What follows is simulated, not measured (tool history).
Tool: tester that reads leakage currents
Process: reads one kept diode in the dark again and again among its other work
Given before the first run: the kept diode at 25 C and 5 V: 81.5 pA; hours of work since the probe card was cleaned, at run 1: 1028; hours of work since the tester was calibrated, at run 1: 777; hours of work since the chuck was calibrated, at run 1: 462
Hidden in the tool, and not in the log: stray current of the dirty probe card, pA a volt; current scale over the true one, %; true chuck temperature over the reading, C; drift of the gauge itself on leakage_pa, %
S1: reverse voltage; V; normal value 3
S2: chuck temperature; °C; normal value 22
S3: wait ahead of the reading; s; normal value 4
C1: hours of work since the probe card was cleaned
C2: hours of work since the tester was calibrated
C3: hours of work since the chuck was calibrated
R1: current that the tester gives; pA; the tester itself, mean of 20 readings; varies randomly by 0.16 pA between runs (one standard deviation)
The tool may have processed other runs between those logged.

Run 1, hour 0: usual settings; C1 1028; C2 777; C3 462. Result: R1 54.42 pA.
Run 2, hour 22.3: usual settings but S2 24 °C; C1 1043; C2 792; C3 477. Result: R1 64.45 pA.
Run 3, hour 59.7: usual settings but S1 17.52 V; C1 1067; C2 816; C3 501. Result: R1 146.61 pA.
Run 4, hour 100.2: usual settings but S1 1.01 V; C1 1094; C2 843; C3 527. Result: R1 31.78 pA.
Run 5, hour 139: usual settings but S1 1.01 V; C1 1119; C2 868; C3 553. Result: R1 31.77 pA.
At hour 158.4: probe card cleaned and baked.
Run 6, hour 162.6: usual settings but S1 1.01 V; C1 3; C2 881; C3 566. Result: R1 28.97 pA.
Run 7, hour 196.1: usual settings but S1 1.01 V; C1 25; C2 903; C3 588. Result: R1 28.83 pA.
Run 8, hour 225: usual settings but S2 27 °C; C1 43; C2 922; C3 607. Result: R1 74.85 pA.
Run 9, hour 257.7: usual settings but S2 27 °C; C1 65; C2 943; C3 628. Result: R1 74.54 pA.
Run 10, hour 286.4: usual settings but S2 27 °C; C1 83; C2 962; C3 647. Result: R1 74.92 pA.
Run 11, hour 307.2: usual settings but S2 27 °C; C1 97; C2 975; C3 660. Result: R1 74.25 pA.
Run 12, hour 333.1: usual settings; C1 114; C2 992; C3 677. Result: R1 46.58 pA.
Run 13, hour 366.1: usual settings; C1 135; C2 1014; C3 699. Result: R1 46.76 pA.
Run 14, hour 395.9: usual settings; C1 155; C2 1033; C3 718. Result: R1 46.7 pA.
Run 15, hour 432.9: usual settings; C1 179; C2 1057; C3 742. Result: R1 46.83 pA.
Run 16, hour 452.9: usual settings; C1 192; C2 1070; C3 755. Result: R1 46.8 pA.
At hour 458.5: chuck's temperature calibrated.
Run 17, hour 493.3: usual settings; C1 217; C2 1095; C3 23. Result: R1 45.36 pA.
Run 18, hour 521.8: usual settings but S1 2.8 V; C1 235; C2 1114; C3 41. Result: R1 44.09 pA.
At hour 530.2: chuck's temperature calibrated, once more.
Run 19, hour 547.2: usual settings but S2 52 °C; C1 251; C2 1129; C3 11. Result: R1 711.82 pA.
Run 20, hour 566.6: usual settings; C1 263; C2 1142; C3 24. Result: R1 51.2 pA.
Run 21, hour 600.2: usual settings but S2 44 °C, S3 0.97 s; C1 285; C2 1164; C3 46. Result: R1 367.34 pA.
Run 22, hour 631.6: usual settings but S1 13.4 V, S2 33 °C, S3 1.64 s; C1 305; C2 1184; C3 66. Result: R1 274.66 pA.
Run 23, hour 669.7: usual settings but S1 13.4 V, S2 33 °C, S3 1.64 s; C1 330; C2 1209; C3 91. Result: R1 277.1 pA.
Run 24, hour 687.5: usual settings but S1 13.4 V, S2 28 °C, S3 7.41 s; C1 342; C2 1220; C3 102. Result: R1 176.08 pA.
Run 25, hour 711.8: usual settings but S1 8.66 V, S2 28 °C; C1 358; C2 1236; C3 118. Result: R1 144.08 pA.

What does the tool deliver on the next run?
Run 26, hour 732.1: usual settings but S1 1.85 V, S3 0.88 s; C1 371; C2 1249; C3 131. Result: R1 ?.

{"run 26": {"R1": 41.72}}
On a tool with no hidden condition, and with the same random variation, this run would have come out at R1 40.49 pA.
